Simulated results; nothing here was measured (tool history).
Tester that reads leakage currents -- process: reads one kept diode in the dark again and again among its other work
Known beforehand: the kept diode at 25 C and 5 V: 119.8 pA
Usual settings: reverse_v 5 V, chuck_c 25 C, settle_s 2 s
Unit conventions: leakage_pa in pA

run      day  reverse_v  chuck_c  settle_s  leakage_pa
  1        0          5       25         2      155.38
  2    6.025          5       52         2        1317
  3   11.317          5       52         2     1335.78
       16.25  -- chuck's temperature calibrated
  4   16.983          5       52         2     1135.65
  5   24.767          5       47         2      790.58
  6   28.917          5       47         2       796.8
  7   35.858          5       47         2      809.32
  8   40.021          5       47         2      818.11
  9   46.483          5       47         2      824.06
 10   52.942          5       47         2      842.57
 11   57.738          5       47         2      837.91
 12   64.646          5       47         2      855.72
      65.483  -- probe card cleaned and baked
 13     70.8          5       58         2     1927.17
 14   78.088       2.73       45       9.9      522.24
 15   84.717       7.19       25         2      175.62
 16   88.592       1.89       24      0.39       77.45
 17   95.579       1.89       27      2.35      100.87
 18  102.308       9.19       21      4.34      148.18
 19    107.3       9.19       21      4.34      150.36
     110.421  -- chuck's temperature calibrated
 20  115.308        2.4       25      2.42       82.97
 21  123.333       1.84       53         2      710.69
 22  128.004       1.84       53         2      718.68
 23  134.762       1.32       40      1.86      220.57
 24  139.167       1.32       40      1.28      223.17

Branching from run 24: 5 alternative next runs. What would each branch give?
  A  143.754       1.32       40      0.76           ?
  B  143.754       5.31       45      0.45           ?
  C  143.754          5       47         2           ?
  D  143.754       1.45       57      0.33           ?
  E  143.754          5       28         2           ?

run  leakage_pa
  A      224.69
  B      731.54
  C      822.37
  D      869.76
  E      175.58
With the hidden condition removed and each run's random variation left untouched, the same runs would have given:
run  leakage_pa
  A      205.96
  B      671.26
  C      755.67
  D      805.05
  E      157.19

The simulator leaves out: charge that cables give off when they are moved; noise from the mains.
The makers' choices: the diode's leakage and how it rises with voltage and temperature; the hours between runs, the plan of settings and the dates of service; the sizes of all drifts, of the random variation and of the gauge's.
